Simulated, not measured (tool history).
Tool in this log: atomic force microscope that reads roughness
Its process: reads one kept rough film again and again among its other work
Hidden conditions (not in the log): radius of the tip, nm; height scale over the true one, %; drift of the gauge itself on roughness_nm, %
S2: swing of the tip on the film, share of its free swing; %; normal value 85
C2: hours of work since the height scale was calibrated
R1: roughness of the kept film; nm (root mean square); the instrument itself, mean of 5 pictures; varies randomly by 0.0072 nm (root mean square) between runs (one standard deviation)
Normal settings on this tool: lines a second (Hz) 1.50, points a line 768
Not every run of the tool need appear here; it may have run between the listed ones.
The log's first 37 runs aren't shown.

run 38 hour=719.6 | lines_a_second_(Hz)=1.50 S2=78 points_a_line=751 | pictures_with_this_tip=75 C2=1149 | R1=2.913
-- hour=733.2 new tip fitted
run 39 hour=736.6 | lines_a_second_(Hz)=1.76 S2=63 points_a_line=871 | pictures_with_this_tip=6 C2=1160 | R1=3.038
run 40 hour=759.3 | lines_a_second_(Hz)=1.59 S2=57 points_a_line=768 | pictures_with_this_tip=48 C2=1174 | R1=3.091
run 41 hour=774.6 | lines_a_second_(Hz)=1.36 S2=57 points_a_line=450 | pictures_with_this_tip=76 C2=1184 | R1=3.104
-- hour=787.9 new tip fitted
run 42 hour=802.5 | lines_a_second_(Hz)=1.69 S2=57 points_a_line=775 | pictures_with_this_tip=27 C2=1202 | R1=3.079
run 43 hour=817.2 | lines_a_second_(Hz)=1.07 S2=85 points_a_line=768 | pictures_with_this_tip=54 C2=1212 | R1=2.923
run 44 hour=838.1 | lines_a_second_(Hz)=1.07 S2=85 points_a_line=768 | pictures_with_this_tip=92 C2=1225 | R1=2.913
-- hour=843.5 new tip fitted
run 45 hour=850.0 | lines_a_second_(Hz)=1.07 S2=85 points_a_line=768 | pictures_with_this_tip=12 C2=1232 | R1=2.930
run 46 hour=862.9 | lines_a_second_(Hz)=1.07 S2=85 points_a_line=768 | pictures_with_this_tip=36 C2=1241 | R1=2.919
run 47 hour=880.3 | lines_a_second_(Hz)=1.07 S2=85 points_a_line=768 | pictures_with_this_tip=68 C2=1252 | R1=2.931
run 48 hour=895.7 | lines_a_second_(Hz)=1.07 S2=85 points_a_line=768 | pictures_with_this_tip=96 C2=1262 | R1=2.927
-- hour=898.4 new tip fitted
run 49 hour=908.9 | lines_a_second_(Hz)=1.07 S2=85 points_a_line=768 | pictures_with_this_tip=19 C2=1270 | R1=2.923
run 50 hour=932.0 | lines_a_second_(Hz)=1.07 S2=56 points_a_line=768 | pictures_with_this_tip=61 C2=1285 | R1=3.120

Branching from run 50: 3 alternative next runs. What would each branch give?
run A hour=950.6 | lines_a_second_(Hz)=0.80 S2=77 points_a_line=473 | pictures_with_this_tip=95 C2=1297 | R1=?
run B hour=950.6 | lines_a_second_(Hz)=2.46 S2=61 points_a_line=260 | pictures_with_this_tip=95 C2=1297 | R1=?
run C hour=950.6 | lines_a_second_(Hz)=3.62 S2=81 points_a_line=467 | pictures_with_this_tip=95 C2=1297 | R1=?

run=A R1=3.031
run=B R1=3.000
run=C R1=2.553
Without the tool's unlogged condition, the same runs would have read:
run=A R1=3.034
run=B R1=3.004
run=C R1=2.556
